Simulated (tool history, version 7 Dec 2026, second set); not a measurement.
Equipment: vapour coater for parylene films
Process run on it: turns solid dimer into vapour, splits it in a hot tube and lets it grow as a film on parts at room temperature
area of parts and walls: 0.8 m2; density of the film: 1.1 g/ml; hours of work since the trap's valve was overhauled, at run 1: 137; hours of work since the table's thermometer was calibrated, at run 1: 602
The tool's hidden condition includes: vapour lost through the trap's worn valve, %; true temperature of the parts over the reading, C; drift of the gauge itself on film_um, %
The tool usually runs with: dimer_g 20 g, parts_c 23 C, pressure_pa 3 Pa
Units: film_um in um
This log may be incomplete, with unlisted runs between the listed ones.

| run | hour | dimer_g | parts_c | pressure_pa | hours of work since the trap's valve was overhauled | hours of work since the table's thermometer was calibrated | film_um |
|---|---|---|---|---|---|---|---|
| 1 | 0 | 20 | 23 | 3 | 137 | 602 | 12.97 |
| 2 | 66.6 | 20 | 29 | 3 | 193 | 658 | 11.3 |
| 3 | 109.6 | 20 | 29 | 3 | 230 | 695 | 10.97 |
| 4 | 176.8 | 20 | 29 | 3 | 287 | 752 | 10.74 |
| 5 | 233.3 | 12 | 23 | 3 | 335 | 800 | 7.48 |
| 6 | 289.8 | 20 | 23 | 3 | 383 | 849 | 12.21 |
| 7 | 355.4 | 20 | 23 | 7.14 | 439 | 904 | 10.73 |
| 8 | 398.4 | 20 | 23 | 7.14 | 476 | 941 | 10.75 |
| 9 | 434.5 | 20 | 22 | 7.14 | 507 | 972 | 10.78 |
| 10 | 479.6 | 20 | 23 | 3 | 545 | 1010 | 11.48 |
|  | 513 | trap's valve overhauled |
| 11 | 546.3 | 20 | 23 | 7.31 | 28 | 1064 | 12.02 |
| 12 | 585.7 | 20 | 23 | 7.31 | 62 | 1097 | 11.81 |
| 13 | 626.8 | 20 | 19 | 7.31 | 97 | 1132 | 12.96 |
| 14 | 666 | 20 | 19 | 7.31 | 130 | 1166 | 12.8 |
| 15 | 703 | 20 | 19 | 7.31 | 162 | 1197 | 12.6 |
|  | 749.7 | table's thermometer calibrated |
| 16 | 762.2 | 20 | 19 | 7.31 | 211 | 11 | 12.84 |
| 17 | 799.9 | 20 | 23 | 3 | 244 | 43 | 12.93 |
| 18 | 848.2 | 20 | 23 | 3 | 285 | 84 | 12.8 |
| 19 | 875.3 | 20 | 23 | 3 | 308 | 107 | 12.69 |
| 20 | 917.9 | 20 | 23 | 2.47 | 344 | 143 | 12.96 |
| 21 | 960.4 | 20 | 23 | 2.47 | 380 | 179 | 12.66 |
| 22 | 998.5 | 20 | 23 | 2.47 | 413 | 212 | 12.66 |
| 23 | 1064.9 | 20 | 23 | 2.47 | 469 | 268 | 12.28 |
| 24 | 1106.8 | 24 | 16 | 2.12 | 505 | 304 | 17.75 |
| 25 | 1146.6 | 9 | 23 | 4.32 | 539 | 338 | 5.06 |
|  | 1188 | trap's valve overhauled |
| 26 | 1194.6 | 25 | 23 | 3 | 6 | 376 | 16.53 |
| 27 | 1253.4 | 24 | 15 | 9.92 | 56 | 426 | 16.83 |
| 28 | 1304.5 | 24 | 15 | 9.92 | 99 | 469 | 16.39 |
| 29 | 1338.7 | 24 | 15 | 9.92 | 128 | 498 | 16.39 |
| 30 | 1384.1 | 16 | 22 | 3.24 | 167 | 537 | 10.6 |
| 31 | 1416.3 | 36 | 23 | 4.17 | 194 | 564 | 22.64 |
| 32 | 1447.3 | 10 | 30 | 2.65 | 221 | 591 | 5.53 |
| 33 | 1476.6 | 10 | 30 | 2.65 | 246 | 616 | 5.47 |
| 34 | 1517.3 | 10 | 30 | 2.65 | 280 | 650 | 5.37 |
| 35 | 1566.4 | 11 | 23 | 6.68 | 322 | 692 | 6.31 |
| 36 | 1606.1 | 11 | 23 | 6.68 | 356 | 726 | 6.21 |
| 37 | 1663.4 | 11 | 23 | 6.68 | 405 | 775 | 6.02 |
| 38 | 1692.9 | 33 | 16 | 6.32 | 430 | 800 | 21.78 |
| 39 | 1739 | 33 | 16 | 6.32 | 469 | 839 | 21.23 |
| 40 | 1805.5 | 16 | 22 | 9.15 | 526 | 896 | 8.52 |
|  | 1864.2 | trap's valve overhauled |
| 41 | 1867.4 | 16 | 22 | 9.15 | 3 | 945 | 9.61 |
| 42 | 1916.7 | 16 | 22 | 9.15 | 45 | 987 | 9.59 |
| 43 | 1969.7 | 13 | 23 | 3 | 90 | 1032 | 8.52 |
| 44 | 2019.8 | 15 | 31 | 5.77 | 133 | 1075 | 7.41 |
| 45 | 2085.9 | 20 | 34 | 3.71 | 189 | 1131 | 9.52 |
| 46 | 2134.2 | 20 | 34 | 2.52 | 230 | 1173 | 9.86 |

Below, some changes in film_um between adjacent runs. For each, the amount present without the hidden state too (settings, incoming material, random variation) and the amount remaining for the hidden state with gauge scatter not shared by both compared results:
Run 24 -> 25: dimer_g 24 -> 9, parts_c 16 -> 23, pressure_pa 2.12 -> 4.32. film_um -12.69 um: hidden state +1.78, all else -14.47.
Run 31 -> 32: dimer_g 36 -> 10, parts_c 23 -> 30, pressure_pa 4.17 -> 2.65. film_um -17.11 um: hidden state +1.14, all else -18.25.
Run 37 -> 38: dimer_g 11 -> 33, parts_c 23 -> 16, pressure_pa 6.68 -> 6.32. film_um +15.76 um: hidden state -2.21, all else +17.97.
Run 39 -> 40: dimer_g 33 -> 16, parts_c 16 -> 22, pressure_pa 6.32 -> 9.15. film_um -12.71 um: hidden state +1.77, all else -14.48.
